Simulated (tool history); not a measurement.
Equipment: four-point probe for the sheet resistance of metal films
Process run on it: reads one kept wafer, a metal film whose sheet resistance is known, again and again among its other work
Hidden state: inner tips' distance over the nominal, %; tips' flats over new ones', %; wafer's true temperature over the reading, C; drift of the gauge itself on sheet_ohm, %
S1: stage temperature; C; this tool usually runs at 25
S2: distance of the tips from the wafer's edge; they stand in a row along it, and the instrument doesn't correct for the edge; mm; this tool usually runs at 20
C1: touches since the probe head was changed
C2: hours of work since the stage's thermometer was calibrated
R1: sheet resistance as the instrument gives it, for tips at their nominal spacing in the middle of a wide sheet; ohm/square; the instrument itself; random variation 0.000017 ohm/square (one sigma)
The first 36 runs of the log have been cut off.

run	hour	S1	S2	C1	C2	R1
37	3592.2	18	21	23370	2000	0.087284
38	3652.9	26	67	25688	2028	0.087433
39	3763.5	25	19	29906	2079	0.087511
# hour 3805.4: stage's thermometer calibrated
40	3893.1	23	63	34836	41	0.087544
41	4003.2	21	48	39037	92	0.087591
42	4133.1	21	48	43992	152	0.087619
43	4229.3	22	3	47664	196	0.089736
44	4302.8	28	22	50468	230	0.087836
45	4409.3	30	47	54534	279	0.087874

3 ways to go on from here, each from the tool as it stands after run 45. What would each give?
A	4517.0	22	32	58641	329	?
B	4517.0	20	48	58641	329	?
C	4517.0	25	5	58641	329	?

run	R1
A	0.087789
B	0.087707
C	0.088535
Without the tool's hidden state the same runs would have given:
run	R1
A	0.087204
B	0.087122
C	0.087945
